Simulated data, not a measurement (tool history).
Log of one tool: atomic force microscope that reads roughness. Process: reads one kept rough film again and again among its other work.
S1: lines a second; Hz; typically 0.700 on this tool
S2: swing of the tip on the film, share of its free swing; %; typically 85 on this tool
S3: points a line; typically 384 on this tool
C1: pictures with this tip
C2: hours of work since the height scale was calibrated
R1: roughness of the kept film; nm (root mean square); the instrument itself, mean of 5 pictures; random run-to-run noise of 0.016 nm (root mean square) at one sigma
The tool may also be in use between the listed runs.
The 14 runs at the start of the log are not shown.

{"run": 15, "hour": 200.3, "S1": 0.7, "S2": 85, "S3": 700, "C1": 153, "C2": 275, "R1": 3.621}
{"run": 16, "hour": 209.5, "S1": 0.7, "S2": 85, "S3": 625, "C1": 167, "C2": 281, "R1": 3.565}
{"run": 17, "hour": 223.9, "S1": 0.7, "S2": 85, "S3": 625, "C1": 187, "C2": 289, "R1": 3.519}
{"run": 18, "hour": 232.2, "S1": 1.884, "S2": 85, "S3": 625, "C1": 199, "C2": 294, "R1": 3.096}
{"run": 19, "hour": 248.5, "S1": 3.943, "S2": 85, "S3": 625, "C1": 222, "C2": 304, "R1": 2.556}
{"hour": 254.5, "done": "new tip fitted"}
{"run": 20, "hour": 260.3, "S1": 0.7, "S2": 85, "S3": 384, "C1": 8, "C2": 311, "R1": 3.975}
{"run": 21, "hour": 272.6, "S1": 0.7, "S2": 85, "S3": 384, "C1": 26, "C2": 319, "R1": 3.92}
{"run": 22, "hour": 285.6, "S1": 2.509, "S2": 68, "S3": 464, "C1": 44, "C2": 327, "R1": 3.725}
{"run": 23, "hour": 300.6, "S1": 0.807, "S2": 85, "S3": 384, "C1": 66, "C2": 336, "R1": 3.758}
{"run": 24, "hour": 310.1, "S1": 0.7, "S2": 86, "S3": 791, "C1": 79, "C2": 342, "R1": 3.749}
{"run": 25, "hour": 320.9, "S1": 0.7, "S2": 86, "S3": 791, "C1": 95, "C2": 348, "R1": 3.72}
{"run": 26, "hour": 332.8, "S1": 2.143, "S2": 59, "S3": 388, "C1": 112, "C2": 355, "R1": 3.744}
{"run": 27, "hour": 349.6, "S1": 0.538, "S2": 67, "S3": 384, "C1": 136, "C2": 366, "R1": 3.814}

Run 28 comes next. What will it give?
{"hour": 351.7, "done": "height scale calibrated on a step standard"}
{"run": 28, "hour": 369.4, "S1": 0.538, "S2": 67, "S3": 384, "C1": 162, "C2": 11, "R1": "?"}

R1: 3.758 nm (root mean square)
Minus the tool's unlogged condition, the same run would have read R1 4.202 nm (root mean square).

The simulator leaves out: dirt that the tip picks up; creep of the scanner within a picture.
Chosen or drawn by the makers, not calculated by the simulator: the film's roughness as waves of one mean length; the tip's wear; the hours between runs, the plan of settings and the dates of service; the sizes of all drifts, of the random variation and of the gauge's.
